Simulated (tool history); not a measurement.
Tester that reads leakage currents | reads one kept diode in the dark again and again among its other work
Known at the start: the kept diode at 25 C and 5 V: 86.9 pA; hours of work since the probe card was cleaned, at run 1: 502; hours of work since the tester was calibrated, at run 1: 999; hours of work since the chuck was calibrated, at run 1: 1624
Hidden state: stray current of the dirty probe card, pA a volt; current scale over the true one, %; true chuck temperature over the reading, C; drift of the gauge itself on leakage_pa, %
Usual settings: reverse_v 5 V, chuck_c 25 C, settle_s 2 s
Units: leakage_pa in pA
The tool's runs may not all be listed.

run	hour	reverse_v	chuck_c	settle_s	hours of work since the probe card was cleaned	hours of work since the tester was calibrated	hours of work since the chuck was calibrated	leakage_pa
1	0	5	25	2	502	999	1624	77.76
2	43.2	5	25	2	531	1029	1653	78.33
3	85.3	5	25	2	560	1057	1682	77.86
4	170.9	5	25	2	617	1115	1739	78.41
5	244.2	5	25	2	667	1164	1789	77.72
6	321.6	5	25	2	719	1216	1841	77.39
7	382.1	5	25	3.31	760	1257	1882	77.88
8	466.8	5	25	3.31	817	1314	1939	77.26
9	511.2	5	40	2	847	1344	1969	296.7
10	555.7	5	40	2	877	1374	1999	295.59

Forecast run 11:
11	635.7	1.59	25	0.51	931	1428	2053	?

{"run 11": {"leakage_pa": 43.24}}
Without the tool's hidden state the same run would have given leakage_pa 50.26 pA.
